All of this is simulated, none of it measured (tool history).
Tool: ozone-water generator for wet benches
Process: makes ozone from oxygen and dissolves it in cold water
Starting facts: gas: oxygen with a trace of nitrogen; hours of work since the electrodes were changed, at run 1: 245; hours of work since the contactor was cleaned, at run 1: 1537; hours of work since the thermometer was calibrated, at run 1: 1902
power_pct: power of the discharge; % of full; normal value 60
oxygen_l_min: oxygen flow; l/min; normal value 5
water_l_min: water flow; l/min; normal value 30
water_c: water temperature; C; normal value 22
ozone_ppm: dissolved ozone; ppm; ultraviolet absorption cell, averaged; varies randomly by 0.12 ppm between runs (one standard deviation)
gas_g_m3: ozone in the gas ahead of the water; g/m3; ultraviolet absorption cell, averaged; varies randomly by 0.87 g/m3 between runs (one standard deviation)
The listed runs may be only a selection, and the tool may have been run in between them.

run	hour	power_pct	oxygen_l_min	water_l_min	water_c	hours of work since the electrodes were changed	hours of work since the contactor was cleaned	hours of work since the thermometer was calibrated	ozone_ppm	gas_g_m3
1	0	60	5	30	22	245	1537	1902	9.5	141.4
2	33	60	5	30	22	267	1560	1925	9.7	141.9
3	58.1	60	5	30	22	285	1577	1942	9.8	140.2
4	85.4	60	5	24	22	303	1596	1961	11.6	143.1
5	110.5	60	6.38	30	22	320	1613	1978	10	128
6	138.5	60	3.55	30	22	340	1632	1997	8.9	162.3
7	159.1	60	7.95	30	16	354	1647	2011	11.3	116.8
8	178.9	60	3.17	41	16	367	1660	2025	6	169
9	211.8	60	7.04	41	16	390	1683	2047	8.3	122.4
10	246.1	100	5.92	30	22	414	1706	2071	13.8	183.2
11	278.6	100	5.92	30	22	436	1729	2093	13.4	184.1
12	295.6	79	6.49	23	15	448	1740	2105	16.9	152.2

Here are 4 independent what-if runs from the current tool condition. What would each one return?
A	315.9	55	5.61	30	24	462	1754	2119	?	?
B	315.9	75	8.42	30	22	462	1754	2119	?	?
C	315.9	60	8.35	30	22	462	1754	2119	?	?
D	315.9	60	5	42	22	462	1754	2119	?	?

run	ozone_ppm	gas_g_m3
A	8.9	127.5
B	11.8	131.8
C	10.2	115.8
D	6.7	141.5
Stripped of hidden state, with their random variation kept, the same runs would have yielded:
run	ozone_ppm	gas_g_m3
A	8.9	127.6
B	11.8	131.8
C	10.2	115.8
D	6.7	141.5
